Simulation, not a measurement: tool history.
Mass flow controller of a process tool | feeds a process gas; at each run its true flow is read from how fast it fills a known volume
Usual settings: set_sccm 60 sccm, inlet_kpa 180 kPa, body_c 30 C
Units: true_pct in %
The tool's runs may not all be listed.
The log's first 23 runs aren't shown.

{"hour": 2026.2, "done": "controller's zero set anew"}
{"run": 24, "hour": 2080.2, "set_sccm": 60, "inlet_kpa": 167, "body_c": 28, "true_pct": 100.33}
{"run": 25, "hour": 2137.0, "set_sccm": 60, "inlet_kpa": 167, "body_c": 28, "true_pct": 100.41}
{"run": 26, "hour": 2227.9, "set_sccm": 60, "inlet_kpa": 167, "body_c": 28, "true_pct": 100.44}
{"run": 27, "hour": 2316.5, "set_sccm": 47, "inlet_kpa": 195, "body_c": 28, "true_pct": 100.39}
{"run": 28, "hour": 2420.1, "set_sccm": 47, "inlet_kpa": 195, "body_c": 28, "true_pct": 100.37}
{"run": 29, "hour": 2493.0, "set_sccm": 24, "inlet_kpa": 277, "body_c": 21, "true_pct": 101.32}
{"run": 30, "hour": 2562.7, "set_sccm": 10, "inlet_kpa": 256, "body_c": 20, "true_pct": 103.57}
{"run": 31, "hour": 2667.3, "set_sccm": 94, "inlet_kpa": 235, "body_c": 33, "true_pct": 99.84}
{"hour": 2706.6, "done": "controller's zero set anew, once more"}
{"run": 32, "hour": 2737.3, "set_sccm": 16, "inlet_kpa": 179, "body_c": 38, "true_pct": 98.58}
{"run": 33, "hour": 2793.0, "set_sccm": 12, "inlet_kpa": 180, "body_c": 30, "true_pct": 99.63}
{"run": 34, "hour": 2921.6, "set_sccm": 77, "inlet_kpa": 275, "body_c": 24, "true_pct": 100.33}
{"run": 35, "hour": 2998.5, "set_sccm": 21, "inlet_kpa": 275, "body_c": 35, "true_pct": 98.57}
{"run": 36, "hour": 3055.6, "set_sccm": 21, "inlet_kpa": 275, "body_c": 35, "true_pct": 98.64}
{"run": 37, "hour": 3158.1, "set_sccm": 21, "inlet_kpa": 275, "body_c": 35, "true_pct": 98.6}
{"run": 38, "hour": 3291.3, "set_sccm": 95, "inlet_kpa": 220, "body_c": 22, "true_pct": 101.1}
{"run": 39, "hour": 3353.7, "set_sccm": 22, "inlet_kpa": 182, "body_c": 22, "true_pct": 100.81}
{"run": 40, "hour": 3409.8, "set_sccm": 85, "inlet_kpa": 182, "body_c": 34, "true_pct": 99.86}
{"run": 41, "hour": 3476.8, "set_sccm": 21, "inlet_kpa": 180, "body_c": 22, "true_pct": 100.86}
{"run": 42, "hour": 3567.5, "set_sccm": 21, "inlet_kpa": 180, "body_c": 22, "true_pct": 100.76}
{"run": 43, "hour": 3652.9, "set_sccm": 88, "inlet_kpa": 180, "body_c": 30, "true_pct": 100.34}
{"run": 44, "hour": 3749.3, "set_sccm": 12, "inlet_kpa": 150, "body_c": 29, "true_pct": 100.78}

3 ways to go on from here, each from the tool as it stands after run 44. What would each give?
{"run": "A", "hour": 3876.0, "set_sccm": 30, "inlet_kpa": 172, "body_c": 21, "true_pct": "?"}
{"run": "B", "hour": 3876.0, "set_sccm": 83, "inlet_kpa": 280, "body_c": 24, "true_pct": "?"}
{"run": "C", "hour": 3876.0, "set_sccm": 16, "inlet_kpa": 144, "body_c": 26, "true_pct": "?"}

run=A true_pct=101.31
run=B true_pct=100.72
run=C true_pct=100.99
Without the tool's hidden state the same runs would have given:
run=A true_pct=99.92
run=B true_pct=99.64
run=C true_pct=99.18
